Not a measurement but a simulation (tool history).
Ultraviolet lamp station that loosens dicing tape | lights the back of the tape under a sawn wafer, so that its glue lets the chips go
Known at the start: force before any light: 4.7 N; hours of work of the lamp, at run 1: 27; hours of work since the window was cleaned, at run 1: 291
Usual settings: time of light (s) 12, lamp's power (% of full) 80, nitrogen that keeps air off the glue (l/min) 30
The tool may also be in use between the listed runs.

| run | day | time of light (s) | lamp's power (% of full) | nitrogen that keeps air off the glue (l/min) | hours of work of the lamp | hours of work since the window was cleaned | force that peels the tape off (N) | light that reached the tape (mJ/cm²) |
|---|---|---|---|---|---|---|---|---|
| 1 | 0 | 12 | 80 | 30 | 27 | 291 | 0.422 | 243 |
| 2 | 0.758 | 12 | 80 | 30 | 42 | 306 | 0.469 | 247 |
| 3 | 1.308 | 12 | 80 | 30 | 52 | 316 | 0.446 | 241 |
| 4 | 1.7 | 9 | 80 | 30 | 60 | 324 | 0.757 | 179 |
| 5 | 2.3 | 12 | 71 | 30 | 71 | 335 | 0.563 | 210 |
| 6 | 3.083 | 12 | 71 | 30 | 86 | 350 | 0.586 | 214 |
|  | 3.238 | window cleaned of glue's vapour |
| 7 | 3.621 | 12 | 80 | 19 | 96 | 7 | 0.436 | 275 |
| 8 | 4.204 | 12 | 80 | 19 | 107 | 19 | 0.455 | 268 |
| 9 | 4.879 | 12 | 80 | 30 | 120 | 31 | 0.362 | 267 |
| 10 | 5.279 | 12 | 80 | 30 | 128 | 39 | 0.369 | 267 |
| 11 | 5.642 | 12 | 80 | 30 | 135 | 46 | 0.368 | 271 |
| 12 | 6.175 | 12 | 80 | 30 | 145 | 56 | 0.363 | 266 |
| 13 | 6.629 | 12 | 80 | 30 | 154 | 65 | 0.393 | 268 |
| 14 | 7.208 | 12 | 80 | 30 | 165 | 76 | 0.379 | 264 |
| 15 | 7.679 | 12 | 80 | 30 | 174 | 85 | 0.4 | 265 |
| 16 | 8.112 | 12 | 80 | 30 | 182 | 94 | 0.391 | 265 |
| 17 | 8.812 | 12 | 80 | 30 | 196 | 107 | 0.385 | 263 |
| 18 | 9.267 | 12 | 80 | 22 | 204 | 116 | 0.451 | 261 |
| 19 | 9.896 | 12 | 80 | 22 | 217 | 128 | 0.455 | 254 |
| 20 | 10.358 | 12 | 80 | 22 | 225 | 137 | 0.461 | 256 |
| 21 | 11.112 | 12 | 80 | 22 | 240 | 151 | 0.456 | 252 |
| 22 | 11.608 | 12 | 80 | 22 | 249 | 161 | 0.478 | 251 |
| 23 | 12 | 12 | 80 | 22 | 257 | 168 | 0.459 | 257 |
| 24 | 12.829 | 12 | 80 | 22 | 273 | 184 | 0.457 | 250 |
| 25 | 13.625 | 10 | 87 | 22 | 288 | 199 | 0.59 | 224 |
| 26 | 14.4 | 8 | 80 | 30 | 303 | 214 | 0.899 | 163 |
| 27 | 14.971 | 8 | 80 | 30 | 314 | 225 | 0.892 | 163 |
| 28 | 15.383 | 13 | 80 | 45 | 322 | 233 | 0.332 | 268 |
| 29 | 15.962 | 13 | 80 | 30 | 333 | 244 | 0.396 | 263 |
| 30 | 16.429 | 13 | 80 | 30 | 342 | 253 | 0.385 | 261 |
| 31 | 17.254 | 13 | 62 | 54 | 358 | 269 | 0.518 | 205 |
| 32 | 17.733 | 12 | 83 | 30 | 367 | 278 | 0.422 | 247 |
| 33 | 18.133 | 12 | 79 | 30 | 375 | 286 | 0.483 | 233 |
| 34 | 18.838 | 12 | 95 | 10 | 388 | 299 | 0.584 | 278 |
| 35 | 19.371 | 12 | 95 | 10 | 398 | 310 | 0.569 | 280 |
| 36 | 20.088 | 12 | 60 | 11 | 412 | 323 | 1.175 | 176 |
| 37 | 20.617 | 12 | 80 | 28 | 422 | 334 | 0.489 | 233 |
| 38 | 21.158 | 9 | 80 | 21 | 433 | 344 | 0.927 | 172 |
|  | 21.621 | window cleaned of glue's vapour |
| 39 | 21.925 | 23 | 90 | 20 | 447 | 6 | 0.153 | 560 |
| 40 | 22.4 | 23 | 84 | 19 | 456 | 15 | 0.167 | 519 |
| 41 | 23.004 | 23 | 94 | 19 | 468 | 27 | 0.154 | 577 |
| 42 | 23.8 | 23 | 94 | 19 | 483 | 42 | 0.158 | 575 |
| 43 | 24.458 | 12 | 63 | 30 | 496 | 54 | 0.642 | 204 |

Some steps in force that peels the tape off (N) between neighbouring runs. How much of each would the tool show without its hidden state too (settings, what came in, random variation), and how much is left for the hidden state, with any gauge scatter that isn't in both results?
The hidden state here: lamp's light, % of a new lamp's; light that the window lets through, % of a clean one's; drift of the gauge itself on peel_n, %; drift of the gauge itself on dose_mj_cm2, %.
Run 6 -> 7: lamp's power (% of full) 71 -> 80, nitrogen that keeps air off the glue (l/min) 30 -> 19, window cleaned of glue's vapour. force that peels the tape off (N) -0.15: hidden state -0.133, all else -0.017.
Run 35 -> 36: lamp's power (% of full) 95 -> 60, nitrogen that keeps air off the glue (l/min) 10 -> 11. force that peels the tape off (N) +0.606: hidden state +0.114, all else +0.492.
Run 36 -> 37: lamp's power (% of full) 60 -> 80, nitrogen that keeps air off the glue (l/min) 11 -> 28. force that peels the tape off (N) -0.686: hidden state -0.126, all else -0.56.
Run 38 -> 39: time of light (s) 9 -> 23, lamp's power (% of full) 80 -> 90, nitrogen that keeps air off the glue (l/min) 21 -> 20, window cleaned of glue's vapour. force that peels the tape off (N) -0.774: hidden state -0.25, all else -0.524.
